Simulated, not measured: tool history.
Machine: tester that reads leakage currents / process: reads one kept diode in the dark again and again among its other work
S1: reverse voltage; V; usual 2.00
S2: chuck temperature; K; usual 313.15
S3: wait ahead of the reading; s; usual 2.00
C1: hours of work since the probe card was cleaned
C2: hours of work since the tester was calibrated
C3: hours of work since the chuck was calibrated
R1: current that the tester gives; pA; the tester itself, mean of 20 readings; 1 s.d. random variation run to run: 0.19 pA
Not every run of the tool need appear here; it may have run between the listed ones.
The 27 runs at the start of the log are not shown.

run     day     S1      S2    S3    C1    C2    C3      R1
 28  54.571   8.99  329.15  1.31  2097  1772  1384  411.30
 29  56.583   8.99  329.15  1.31  2133  1809  1421  409.84
 30  58.833   1.71  313.15  0.80  2174  1850  1462   57.65
 31  60.021  10.09  315.15  2.00  2196  1872  1483  156.72
 32  62.212   2.72  313.15  4.09  2236  1912  1524   71.22
 33  63.758   2.00  298.15  2.00  2264  1940  1552   18.36
 34  65.892   2.22  305.15  2.75  2303  1979  1591   34.49
 35  67.000   2.22  305.15  2.75  2324  1999  1611   34.59
     67.633  -- chuck's temperature calibrated
 36  69.271   2.22  305.15  2.75  2363  2039    30   34.36
 37  71.646   2.22  304.15  2.75  2407  2082    73   31.91
 38  73.750  12.07  313.15  5.07  2445  2121   112  147.17
 39  75.150   2.35  316.15  0.37  2471  2146   137   83.95

Branching from run 39: 4 alternative next runs. What would each branch give?
     76.921  -- probe card cleaned and baked
  A  77.621  2.35  316.15  0.37  13  2189  180   ?
     76.921  -- probe card cleaned and baked
  B  77.621  1.29  307.15  0.83  13  2189  180   ?
     76.921  -- probe card cleaned and baked
  C  77.621  2.00  298.15  2.00  13  2189  180   ?
     76.921  -- probe card cleaned and baked
  D  77.621  8.31  313.15  2.00  13  2189  180   ?

run      R1
  A   83.94
  B   31.33
  C   18.48
  D  123.25
With the hidden condition removed and each run's random variation left untouched, the same runs would have given:
run      R1
  A   83.93
  B   31.32
  C   18.48
  D  123.23
